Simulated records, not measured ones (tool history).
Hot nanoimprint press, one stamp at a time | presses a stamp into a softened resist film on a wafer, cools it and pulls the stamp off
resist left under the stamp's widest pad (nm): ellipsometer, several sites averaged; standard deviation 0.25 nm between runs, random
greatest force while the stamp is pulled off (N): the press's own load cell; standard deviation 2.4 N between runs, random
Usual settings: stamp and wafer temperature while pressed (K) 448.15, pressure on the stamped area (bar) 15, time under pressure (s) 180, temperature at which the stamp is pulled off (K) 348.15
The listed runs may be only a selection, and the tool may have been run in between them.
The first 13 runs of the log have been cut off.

run,hour,stamp and wafer temperature while pressed (K),pressure on the stamped area (bar),time under pressure (s),temperature at which the stamp is pulled off (K),hours of work since the thermocouple was calibrated,imprints on the stamp's release coat,hours of work since the press's seals were changed,resist left under the stamp's widest pad (nm),greatest force while the stamp is pulled off (N)
14,435.6,448.15,15,180,348.15,46,1706,400,234.7,117
15,476.1,459.15,15,180,348.15,66,1783,420,176.5,110
16,510.2,459.15,18.5,228,348.15,82,1848,436,144.5,116
# hour 532.3: stamp cleaned and given a new release coat
17,557.1,448.15,15,253,348.15,102,47,456,211.2,105
18,597.2,447.15,9.5,235,342.15,121,123,475,270.3,123
19,628.2,458.15,12.1,121,350.15,136,182,490,228.9,108
20,672.2,450.15,10.4,180,348.15,157,266,511,261,112
# hour 686.8: press's hydraulic seals changed and the load cell set to zero
21,723.2,450.15,10.4,180,348.15,178,348,17,261.7,108

Estimate the outcome of run 22 from the log above:
22,752.7,441.15,15,180,348.15,192,404,32,?,?

resist left under the stamp's widest pad (nm): 278
greatest force while the stamp is pulled off (N): 111
Had the tool carried no hidden state, the very same run would have given resist left under the stamp's widest pad (nm) 278.1, greatest force while the stamp is pulled off (N) 111.
